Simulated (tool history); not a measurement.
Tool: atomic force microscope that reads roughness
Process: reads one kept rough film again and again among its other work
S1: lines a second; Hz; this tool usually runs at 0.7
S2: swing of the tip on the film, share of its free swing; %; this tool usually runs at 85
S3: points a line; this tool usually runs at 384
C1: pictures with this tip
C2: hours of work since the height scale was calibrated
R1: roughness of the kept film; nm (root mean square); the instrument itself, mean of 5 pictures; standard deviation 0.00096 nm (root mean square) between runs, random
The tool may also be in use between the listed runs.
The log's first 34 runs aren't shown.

{"run": 35, "hour": 996.3, "S1": 1.706, "S2": 85, "S3": 384, "C1": 153, "C2": 1060, "R1": 0.6465}
{"hour": 1010.1, "done": "new tip fitted"}
{"run": 36, "hour": 1033.8, "S1": 1.706, "S2": 85, "S3": 384, "C1": 52, "C2": 1085, "R1": 0.6567}
{"run": 37, "hour": 1060.4, "S1": 0.7, "S2": 85, "S3": 481, "C1": 110, "C2": 1104, "R1": 0.6862}
{"hour": 1096.3, "done": "new tip fitted"}
{"run": 38, "hour": 1100.2, "S1": 0.513, "S2": 81, "S3": 481, "C1": 9, "C2": 1131, "R1": 0.7111}
{"run": 39, "hour": 1117.2, "S1": 0.513, "S2": 81, "S3": 481, "C1": 46, "C2": 1142, "R1": 0.7053}
{"run": 40, "hour": 1157.3, "S1": 1.568, "S2": 76, "S3": 910, "C1": 134, "C2": 1170, "R1": 0.6768}
{"hour": 1180.8, "done": "new tip fitted"}
{"run": 41, "hour": 1188.2, "S1": 1.568, "S2": 76, "S3": 910, "C1": 17, "C2": 1191, "R1": 0.6886}
{"run": 42, "hour": 1218.2, "S1": 0.527, "S2": 77, "S3": 544, "C1": 82, "C2": 1211, "R1": 0.7069}
{"run": 43, "hour": 1236.8, "S1": 0.535, "S2": 77, "S3": 384, "C1": 123, "C2": 1224, "R1": 0.7008}
{"run": 44, "hour": 1263.2, "S1": 0.7, "S2": 71, "S3": 384, "C1": 181, "C2": 1242, "R1": 0.6934}
{"hour": 1266.0, "done": "new tip fitted"}
{"run": 45, "hour": 1288.8, "S1": 2.887, "S2": 83, "S3": 416, "C1": 50, "C2": 1259, "R1": 0.6256}
{"run": 46, "hour": 1322.1, "S1": 2.887, "S2": 83, "S3": 416, "C1": 123, "C2": 1282, "R1": 0.6195}
{"hour": 1351.7, "done": "new tip fitted"}
{"run": 47, "hour": 1360.2, "S1": 1.035, "S2": 85, "S3": 474, "C1": 19, "C2": 1308, "R1": 0.6837}
{"run": 48, "hour": 1385.9, "S1": 0.897, "S2": 61, "S3": 805, "C1": 75, "C2": 1326, "R1": 0.712}
{"run": 49, "hour": 1421.0, "S1": 0.897, "S2": 61, "S3": 805, "C1": 152, "C2": 1350, "R1": 0.7046}
{"hour": 1435.9, "done": "new tip fitted"}
{"run": 50, "hour": 1456.5, "S1": 1.015, "S2": 69, "S3": 384, "C1": 45, "C2": 1374, "R1": 0.7069}
{"run": 51, "hour": 1490.5, "S1": 1.015, "S2": 69, "S3": 384, "C1": 120, "C2": 1397, "R1": 0.697}
{"hour": 1519.2, "done": "new tip fitted"}
{"run": 52, "hour": 1519.6, "S1": 2.5, "S2": 74, "S3": 384, "C1": 0, "C2": 1417, "R1": 0.6721}

Each row is a separate what-if for the run after 52, all from the same tool condition, not one after another. Results?
{"run": "A", "hour": 1541.6, "S1": 3.091, "S2": 85, "S3": 384, "C1": 49, "C2": 1432, "R1": "?"}
{"run": "B", "hour": 1541.6, "S1": 0.7, "S2": 60, "S3": 273, "C1": 49, "C2": 1432, "R1": "?"}
{"run": "C", "hour": 1541.6, "S1": 0.736, "S2": 74, "S3": 267, "C1": 49, "C2": 1432, "R1": "?"}
{"run": "D", "hour": 1541.6, "S1": 0.7, "S2": 79, "S3": 384, "C1": 49, "C2": 1432, "R1": "?"}

run=A R1=0.6138
run=B R1=0.7124
run=C R1=0.7029
run=D R1=0.7023
With no hidden state in the tool, these same runs would have given:
run=A R1=0.6139
run=B R1=0.7126
run=C R1=0.7031
run=D R1=0.7025

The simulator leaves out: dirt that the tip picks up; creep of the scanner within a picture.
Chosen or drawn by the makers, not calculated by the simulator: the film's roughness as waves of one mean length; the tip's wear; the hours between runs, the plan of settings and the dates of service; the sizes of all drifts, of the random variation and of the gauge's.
